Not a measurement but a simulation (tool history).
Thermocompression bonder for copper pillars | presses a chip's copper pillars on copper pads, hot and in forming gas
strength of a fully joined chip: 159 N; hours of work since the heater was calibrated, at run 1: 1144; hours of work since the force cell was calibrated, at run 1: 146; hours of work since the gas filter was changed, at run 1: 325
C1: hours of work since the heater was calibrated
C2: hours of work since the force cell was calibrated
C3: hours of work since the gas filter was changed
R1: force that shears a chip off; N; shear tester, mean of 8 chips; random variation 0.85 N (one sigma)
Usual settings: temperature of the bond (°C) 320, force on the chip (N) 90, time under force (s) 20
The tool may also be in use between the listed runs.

{"run": 1, "hour": 0.0, "temperature of the bond (°C)": 320, "force on the chip (N)": 90, "time under force (s)": 20, "C1": 1144, "C2": 146, "C3": 325, "R1": 70.0}
{"run": 2, "hour": 4.6, "temperature of the bond (°C)": 320, "force on the chip (N)": 90, "time under force (s)": 20, "C1": 1146, "C2": 149, "C3": 328, "R1": 70.3}
{"run": 3, "hour": 11.8, "temperature of the bond (°C)": 320, "force on the chip (N)": 90, "time under force (s)": 20, "C1": 1151, "C2": 153, "C3": 332, "R1": 70.4}
{"run": 4, "hour": 18.6, "temperature of the bond (°C)": 320, "force on the chip (N)": 90, "time under force (s)": 20, "C1": 1155, "C2": 157, "C3": 336, "R1": 70.3}
{"run": 5, "hour": 24.3, "temperature of the bond (°C)": 320, "force on the chip (N)": 90, "time under force (s)": 20, "C1": 1158, "C2": 161, "C3": 340, "R1": 71.0}
{"run": 6, "hour": 33.4, "temperature of the bond (°C)": 320, "force on the chip (N)": 90, "time under force (s)": 20, "C1": 1164, "C2": 166, "C3": 345, "R1": 71.4}
{"run": 7, "hour": 37.5, "temperature of the bond (°C)": 320, "force on the chip (N)": 90, "time under force (s)": 20, "C1": 1166, "C2": 169, "C3": 348, "R1": 71.0}
{"hour": 40.2, "done": "heater calibrated with a thermocouple chip"}
{"run": 8, "hour": 45.3, "temperature of the bond (°C)": 320, "force on the chip (N)": 90, "time under force (s)": 31, "C1": 3, "C2": 172, "C3": 351, "R1": 72.9}
{"run": 9, "hour": 52.9, "temperature of the bond (°C)": 320, "force on the chip (N)": 90, "time under force (s)": 31, "C1": 8, "C2": 177, "C3": 356, "R1": 74.0}
{"run": 10, "hour": 61.5, "temperature of the bond (°C)": 320, "force on the chip (N)": 90, "time under force (s)": 31, "C1": 13, "C2": 182, "C3": 361, "R1": 74.7}
{"run": 11, "hour": 67.6, "temperature of the bond (°C)": 320, "force on the chip (N)": 90, "time under force (s)": 31, "C1": 17, "C2": 186, "C3": 365, "R1": 72.5}
{"run": 12, "hour": 73.2, "temperature of the bond (°C)": 320, "force on the chip (N)": 90, "time under force (s)": 31, "C1": 20, "C2": 189, "C3": 368, "R1": 72.3}
{"run": 13, "hour": 82.0, "temperature of the bond (°C)": 320, "force on the chip (N)": 69, "time under force (s)": 31, "C1": 25, "C2": 194, "C3": 374, "R1": 66.2}
{"run": 14, "hour": 88.0, "temperature of the bond (°C)": 349, "force on the chip (N)": 69, "time under force (s)": 31, "C1": 29, "C2": 198, "C3": 377, "R1": 90.5}
{"run": 15, "hour": 95.3, "temperature of the bond (°C)": 349, "force on the chip (N)": 69, "time under force (s)": 31, "C1": 33, "C2": 203, "C3": 382, "R1": 89.7}
{"run": 16, "hour": 102.8, "temperature of the bond (°C)": 303, "force on the chip (N)": 56, "time under force (s)": 37, "C1": 38, "C2": 207, "C3": 386, "R1": 50.6}
{"run": 17, "hour": 111.1, "temperature of the bond (°C)": 299, "force on the chip (N)": 72, "time under force (s)": 10, "C1": 43, "C2": 212, "C3": 391, "R1": 30.2}
{"run": 18, "hour": 118.6, "temperature of the bond (°C)": 336, "force on the chip (N)": 104, "time under force (s)": 45, "C1": 48, "C2": 217, "C3": 396, "R1": 102.9}
{"run": 19, "hour": 122.5, "temperature of the bond (°C)": 336, "force on the chip (N)": 59, "time under force (s)": 16, "C1": 50, "C2": 219, "C3": 398, "R1": 57.5}
{"run": 20, "hour": 128.0, "temperature of the bond (°C)": 308, "force on the chip (N)": 121, "time under force (s)": 20, "C1": 53, "C2": 222, "C3": 402, "R1": 62.4}
{"run": 21, "hour": 134.3, "temperature of the bond (°C)": 308, "force on the chip (N)": 61, "time under force (s)": 57, "C1": 57, "C2": 226, "C3": 406, "R1": 65.6}
{"run": 22, "hour": 141.0, "temperature of the bond (°C)": 308, "force on the chip (N)": 61, "time under force (s)": 57, "C1": 61, "C2": 230, "C3": 410, "R1": 65.2}
{"run": 23, "hour": 146.4, "temperature of the bond (°C)": 308, "force on the chip (N)": 61, "time under force (s)": 57, "C1": 65, "C2": 234, "C3": 413, "R1": 66.1}
{"run": 24, "hour": 155.0, "temperature of the bond (°C)": 328, "force on the chip (N)": 90, "time under force (s)": 20, "C1": 70, "C2": 239, "C3": 418, "R1": 69.4}
{"run": 25, "hour": 159.5, "temperature of the bond (°C)": 328, "force on the chip (N)": 90, "time under force (s)": 20, "C1": 73, "C2": 242, "C3": 421, "R1": 67.5}
{"run": 26, "hour": 166.4, "temperature of the bond (°C)": 306, "force on the chip (N)": 90, "time under force (s)": 51, "C1": 77, "C2": 246, "C3": 425, "R1": 73.1}
{"run": 27, "hour": 173.6, "temperature of the bond (°C)": 312, "force on the chip (N)": 90, "time under force (s)": 18, "C1": 81, "C2": 250, "C3": 429, "R1": 53.5}

Measured less the same run without the tool's hidden state. The same run-to-run variation is in both; the gauge's scatter may not be:
The hidden state here: true temperature of the bond over the reading, C; force that reaches the chip, % of what is set; oxide that the forming gas leaves, % of the face; drift of the gauge itself on shear_n, %.
run=1 R1=+1.8
run=2 R1=+1.8
run=3 R1=+1.8
run=4 R1=+1.7
run=5 R1=+1.7
run=6 R1=+1.6
run=7 R1=+1.6
run=8 R1=-7.3
run=9 R1=-7.2
run=10 R1=-7.4
run=11 R1=-7.3
run=12 R1=-7.3
run=13 R1=-6.7
run=14 R1=-9.4
run=15 R1=-9.5
run=16 R1=-5.3
run=17 R1=-3.2
run=18 R1=-11.0
run=19 R1=-6.1
run=20 R1=-6.8
run=21 R1=-7.1
run=22 R1=-7.2
run=23 R1=-7.3
run=24 R1=-7.7
run=25 R1=-7.6
run=26 R1=-8.2
run=27 R1=-6.0
